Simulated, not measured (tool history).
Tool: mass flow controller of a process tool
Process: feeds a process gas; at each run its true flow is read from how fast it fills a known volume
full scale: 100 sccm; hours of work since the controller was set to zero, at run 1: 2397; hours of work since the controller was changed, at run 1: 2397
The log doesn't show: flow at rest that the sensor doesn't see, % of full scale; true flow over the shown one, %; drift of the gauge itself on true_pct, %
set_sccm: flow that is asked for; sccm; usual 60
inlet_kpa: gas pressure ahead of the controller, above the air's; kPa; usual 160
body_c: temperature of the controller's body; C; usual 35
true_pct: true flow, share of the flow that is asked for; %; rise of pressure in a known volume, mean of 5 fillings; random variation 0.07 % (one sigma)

run,hour,set_sccm,inlet_kpa,body_c,hours of work since the controller was set to zero,hours of work since the controller was changed,true_pct
1,0,60,160,35,2397,2397,97.57
2,213,60,199,35,2518,2518,97.49
3,473.6,60,199,35,2666,2666,97.53
4,721.7,60,199,35,2807,2807,97.43
5,978.4,60,160,35,2953,2953,97.36
6,1225.1,60,160,35,3093,3093,97.2
7,1341.4,60,157,35,3159,3159,97.14
8,1461,28,160,35,3227,3227,94.34
9,1651.2,60,160,35,3335,3335,97.12
10,1878,60,160,35,3464,3464,96.96
# hour 1891.2: controller's zero set anew
11,2068.8,60,160,35,101,3572,96.45
12,2266.1,60,160,35,213,3684,96.3
13,2498.7,12,160,35,345,3816,84.9
14,2694.8,12,160,35,457,3928,84.63
15,2818.7,14,228,25,527,3998,87.13
# hour 2945.3: controller's zero set anew, once more
16,3010.9,30,160,39,37,4107,97.36
17,3132.4,25,203,39,106,4176,97.37
18,3315.4,25,203,39,210,4280,97.22
19,3525.7,11,203,36,330,4399,96.32

The next listed run, before its measurement:
20,3762.9,60,160,21,464,4534,?

true_pct: 99.27 %
Without the tool's hidden state the same run would have given true_pct 98.72 %.

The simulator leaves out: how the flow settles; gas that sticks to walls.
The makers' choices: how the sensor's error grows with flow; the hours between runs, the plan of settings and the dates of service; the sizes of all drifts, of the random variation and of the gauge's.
